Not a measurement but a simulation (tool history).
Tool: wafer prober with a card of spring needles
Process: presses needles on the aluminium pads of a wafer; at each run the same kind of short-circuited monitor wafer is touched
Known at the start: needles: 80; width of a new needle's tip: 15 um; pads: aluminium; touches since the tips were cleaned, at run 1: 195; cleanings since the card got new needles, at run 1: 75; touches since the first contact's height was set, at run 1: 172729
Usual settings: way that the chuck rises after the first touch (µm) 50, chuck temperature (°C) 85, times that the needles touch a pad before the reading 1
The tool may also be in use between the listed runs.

run	day	way that the chuck rises after the first touch (µm)	chuck temperature (°C)	times that the needles touch a pad before the reading	touches since the tips were cleaned	cleanings since the card got new needles	touches since the first contact's height was set	resistance of one needle with its contact and lead (mohm)	way that a needle slides on the pad (µm)
1	0.000	50	85	1	195	75	172729	127	8.63
# day 0.133: tips cleaned on abrasive film
# day 0.304: tips cleaned on abrasive film
# day 0.438: tips cleaned on abrasive film
# day 0.604: tips cleaned on abrasive film
# day 0.738: tips cleaned on abrasive film
# day 0.908: tips cleaned on abrasive film
# day 1.075: tips cleaned on abrasive film
2	1.188	50	30	1	1684	82	189797	129	8.60
# day 1.225: tips cleaned on abrasive film
# day 1.392: tips cleaned on abrasive film
# day 1.558: tips cleaned on abrasive film
# day 1.729: tips cleaned on abrasive film
# day 1.862: tips cleaned on abrasive film
# day 2.029: tips cleaned on abrasive film
# day 2.196: tips cleaned on abrasive film
# day 2.367: tips cleaned on abrasive film
# day 2.533: tips cleaned on abrasive film
# day 2.700: tips cleaned on abrasive film
# day 2.867: tips cleaned on abrasive film
# day 3.033: tips cleaned on abrasive film
# day 3.204: tips cleaned on abrasive film
# day 3.371: tips cleaned on abrasive film
# day 3.538: tips cleaned on abrasive film
# day 3.704: tips cleaned on abrasive film
3	3.704	54	85	1	0	98	225838	124	9.09
# day 3.871: tips cleaned on abrasive film
# day 3.917: height of the first contact set anew
# day 4.050: tips cleaned on abrasive film
# day 4.217: tips cleaned on abrasive film
# day 4.388: tips cleaned on abrasive film
# day 4.554: tips cleaned on abrasive film
# day 4.688: tips cleaned on abrasive film
# day 4.854: tips cleaned on abrasive film
# day 5.021: tips cleaned on abrasive film
# day 5.192: tips cleaned on abrasive film
# day 5.358: tips cleaned on abrasive film
# day 5.492: tips cleaned on abrasive film
# day 5.658: tips cleaned on abrasive film
4	5.696	54	85	1	520	110	25521	135	8.05
# day 5.796: tips cleaned on abrasive film
# day 5.967: tips cleaned on abrasive film
# day 6.133: tips cleaned on abrasive film
# day 6.300: tips cleaned on abrasive film
# day 6.467: tips cleaned on abrasive film
# day 6.600: tips cleaned on abrasive film
# day 6.771: tips cleaned on abrasive film
# day 6.938: tips cleaned on abrasive film
# day 7.104: tips cleaned on abrasive film
# day 7.271: tips cleaned on abrasive film
# day 7.438: tips cleaned on abrasive film
5	7.554	54	85	1	1695	121	52216	147	7.90
# day 7.592: tips cleaned on abrasive film
# day 7.758: tips cleaned on abrasive film
# day 7.925: tips cleaned on abrasive film
# day 8.062: tips cleaned on abrasive film
# day 8.229: tips cleaned on abrasive film
# day 8.396: tips cleaned on abrasive film
# day 8.529: tips cleaned on abrasive film
# day 8.700: tips cleaned on abrasive film
# day 8.867: tips cleaned on abrasive film
6	8.938	54	85	1	1063	130	72032	139	7.74
# day 9.008: tips cleaned on abrasive film
# day 9.175: tips cleaned on abrasive film
# day 9.308: tips cleaned on abrasive film
# day 9.475: tips cleaned on abrasive film
# day 9.646: tips cleaned on abrasive film
# day 9.779: tips cleaned on abrasive film
# day 9.946: tips cleaned on abrasive film
# day 10.112: tips cleaned on abrasive film
# day 10.250: tips cleaned on abrasive film
# day 10.417: tips cleaned on abrasive film
# day 10.550: tips cleaned on abrasive film
# day 10.717: tips cleaned on abrasive film
# day 10.762: height of the first contact set anew, once more
# day 10.867: tips cleaned on abrasive film
# day 11.033: tips cleaned on abrasive film
# day 11.200: tips cleaned on abrasive film
# day 11.333: tips cleaned on abrasive film
# day 11.504: tips cleaned on abrasive film
7	11.562	50	85	1	873	147	11451	133	9.66
# day 11.662: tips cleaned on abrasive film
# day 11.833: tips cleaned on abrasive film
# day 12.000: tips cleaned on abrasive film
# day 12.167: tips cleaned on abrasive film
# day 12.333: tips cleaned on abrasive film
# day 12.500: tips cleaned on abrasive film
# day 12.671: tips cleaned on abrasive film
# day 12.804: tips cleaned on abrasive film
# day 12.971: tips cleaned on abrasive film
# day 13.104: tips cleaned on abrasive film
8	13.196	50	96	1	1320	157	34888	136	9.47
# day 13.267: tips cleaned on abrasive film
# day 13.433: tips cleaned on abrasive film
# day 13.600: tips cleaned on abrasive film
# day 13.767: tips cleaned on abrasive film
# day 13.933: tips cleaned on abrasive film
# day 14.104: tips cleaned on abrasive film
# day 14.271: tips cleaned on abrasive film
# day 14.438: tips cleaned on abrasive film
# day 14.604: tips cleaned on abrasive film
# day 14.771: tips cleaned on abrasive film
# day 14.942: tips cleaned on abrasive film
9	14.971	62	96	1	480	168	60370	128	11.68
# day 15.108: tips cleaned on abrasive film
# day 15.275: tips cleaned on abrasive film
# day 15.442: tips cleaned on abrasive film
# day 15.608: tips cleaned on abrasive film
# day 15.746: tips cleaned on abrasive film
# day 15.912: tips cleaned on abrasive film
# day 16.079: tips cleaned on abrasive film
# day 16.246: tips cleaned on abrasive film
# day 16.412: tips cleaned on abrasive film
# day 16.550: tips cleaned on abrasive film
# day 16.717: tips cleaned on abrasive film
10	16.804	62	96	1	1293	179	86664	135	11.51
# day 16.875: tips cleaned on abrasive film
# day 17.042: tips cleaned on abrasive film
# day 17.208: tips cleaned on abrasive film
# day 17.375: tips cleaned on abrasive film
# day 17.542: tips cleaned on abrasive film
# day 17.679: tips cleaned on abrasive film
# day 17.846: tips cleaned on abrasive film
# day 18.012: tips cleaned on abrasive film
11	18.071	57	29	3	834	187	104807	116	10.41

Forecast run 12:
# day 18.171: tips cleaned on abrasive film
# day 18.338: tips cleaned on abrasive film
# day 18.508: tips cleaned on abrasive film
# day 18.675: tips cleaned on abrasive film
# day 18.842: tips cleaned on abrasive film
# day 19.008: tips cleaned on abrasive film
# day 19.146: tips cleaned on abrasive film
# day 19.312: tips cleaned on abrasive film
12	19.329	57	29	3	263	195	122860	?	?

resistance of one needle with its contact and lead (mohm): 115
way that a needle slides on the pad (µm): 10.29
Without the tool's hidden state the same run would have given resistance of one needle with its contact and lead (mohm) 110, way that a needle slides on the pad (µm) 11.05.
